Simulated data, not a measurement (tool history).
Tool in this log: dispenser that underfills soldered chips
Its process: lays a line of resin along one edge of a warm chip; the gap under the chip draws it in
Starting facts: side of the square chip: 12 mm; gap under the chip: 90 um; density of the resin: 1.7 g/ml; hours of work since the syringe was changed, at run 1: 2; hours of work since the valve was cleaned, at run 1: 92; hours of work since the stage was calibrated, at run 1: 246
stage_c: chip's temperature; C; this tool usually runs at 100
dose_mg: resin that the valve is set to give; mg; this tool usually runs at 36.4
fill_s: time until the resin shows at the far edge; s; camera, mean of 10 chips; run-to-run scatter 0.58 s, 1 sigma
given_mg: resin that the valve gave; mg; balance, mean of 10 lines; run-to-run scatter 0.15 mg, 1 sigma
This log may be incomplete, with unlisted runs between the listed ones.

run	hour	stage_c	dose_mg	hours of work since the syringe was changed	hours of work since the valve was cleaned	hours of work since the stage was calibrated	fill_s	given_mg
1	0	100	36.4	2	92	246	51.4	33.16
# hour 6.1: new syringe of resin
2	6.7	100	38.3	0	96	250	48.3	34.67
3	12.8	100	38.3	4	100	254	56.5	34.11
# hour 14.7: new syringe of resin
4	18.4	100	38.3	2	104	257	50.4	34.4
# hour 23.4: new syringe of resin
5	25.2	100	38.3	1	108	261	50.5	34.09
# hour 32.3: new syringe of resin
6	34.4	100	38.3	1	114	267	49.6	34.06
# hour 41.4: new syringe of resin
7	41.8	100	36.4	0	118	272	48.1	32.04
# hour 50.3: new syringe of resin
8	51.8	100	36.4	1	125	278	48.9	31.83
# hour 59.4: new syringe of resin
9	61.2	100	36.4	1	130	284	50.3	31.65
10	66.2	100	36.4	4	134	287	56.9	31.33
# hour 68.1: new syringe of resin
11	75.2	100	36.4	5	139	293	56.5	31.48
# hour 77.2: new syringe of resin
# hour 81.2: dispensing valve cleaned and set on the balance
12	86.2	100	43.5	5	3	299	57	43.65
# hour 87: new syringe of resin
# hour 95.9: new syringe of resin
13	97.4	100	43.5	1	10	306	47	43.2
14	102.7	100	43.5	4	13	309	54	42.99
# hour 104.5: new syringe of resin
15	110.3	100	43.5	4	18	314	51.5	42.99
# hour 113.7: new syringe of resin
16	119.5	100	43.5	4	24	320	52.3	42.45
# hour 122.1: new syringe of resin
17	127.3	112	44.4	3	29	324	39.4	43.23
# hour 131.2: new syringe of resin
18	134.8	114	44.4	2	33	329	35.9	43.35
# hour 139.7: new syringe of resin
19	141.6	114	44.4	1	38	333	34.7	42.89
# hour 148.2: new syringe of resin
20	151	114	44.4	2	44	339	34.5	42.45
# hour 156.7: new syringe of resin
21	161.5	97	33.9	3	50	346	57.8	32.25

Pick out some run-to-run changes in fill_s. Of each, how much would a tool without hidden state show as well, from the settings, what came in and chance, and how much is left for the hidden state and any gauge scatter not in both results compared?
Hidden state at play: resin's viscosity, % of fresh resin's; dose that the valve gives, % of what is set; true chip temperature over the reading, C; drift of the gauge itself on fill_s, %; drift of the gauge itself on given_mg, %.
Run 2 -> 3: no setting changed, nothing entered. fill_s +8.2 s: hidden state +7.3, all else +0.9.
Run 12 -> 13: new syringe of resin, new syringe of resin. fill_s -10 s: hidden state -9.7, all else -0.3.
Run 16 -> 17: stage_c 100 -> 112, dose_mg 43.5 -> 44.4, new syringe of resin. fill_s -12.9 s: hidden state -1.4, all else -11.5.
Run 20 -> 21: stage_c 114 -> 97, dose_mg 44.4 -> 33.9, new syringe of resin. fill_s +23.3 s: hidden state +4.2, all else +19.1.
